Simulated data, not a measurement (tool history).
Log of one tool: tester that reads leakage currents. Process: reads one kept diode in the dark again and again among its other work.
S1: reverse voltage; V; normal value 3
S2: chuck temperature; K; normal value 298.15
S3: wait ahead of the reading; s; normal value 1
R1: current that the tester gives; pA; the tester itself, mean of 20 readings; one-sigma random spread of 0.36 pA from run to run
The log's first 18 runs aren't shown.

{"run": 19, "hour": 3783.8, "S1": 3, "S2": 298.15, "S3": 8.82, "R1": 120.41}
{"run": 20, "hour": 4019.8, "S1": 3, "S2": 313.15, "S3": 1, "R1": 451.66}
{"run": 21, "hour": 4279.0, "S1": 6.02, "S2": 311.15, "S3": 1.4, "R1": 507.89}
{"run": 22, "hour": 4498.4, "S1": 6.02, "S2": 311.15, "S3": 1.4, "R1": 508.51}
{"run": 23, "hour": 4721.4, "S1": 8.28, "S2": 298.15, "S3": 1.51, "R1": 187.76}
{"run": 24, "hour": 4934.3, "S1": 6.34, "S2": 301.15, "S3": 7.74, "R1": 219.99}
{"hour": 4960.1, "done": "chuck's temperature calibrated"}
{"run": 25, "hour": 5084.2, "S1": 4.8, "S2": 310.15, "S3": 0.92, "R1": 417.79}
{"run": 26, "hour": 5371.0, "S1": 17.86, "S2": 310.15, "S3": 0.92, "R1": 720.2}
{"run": 27, "hour": 5656.9, "S1": 1.09, "S2": 297.15, "S3": 9.84, "R1": 72.33}
{"run": 28, "hour": 5884.9, "S1": 5.19, "S2": 323.15, "S3": 4.41, "R1": 1253.18}
{"run": 29, "hour": 6011.1, "S1": 5.19, "S2": 323.15, "S3": 4.41, "R1": 1257.03}
{"run": 30, "hour": 6236.6, "S1": 13.79, "S2": 303.15, "S3": 1, "R1": 361.77}

For run 31, what comes out?
{"run": 31, "hour": 6501.0, "S1": 8.71, "S2": 298.15, "S3": 1, "R1": "?"}

Run 31 measured R1 193.85 pA.
Minus the tool's unlogged condition, the same run would have read R1 184.78 pA.
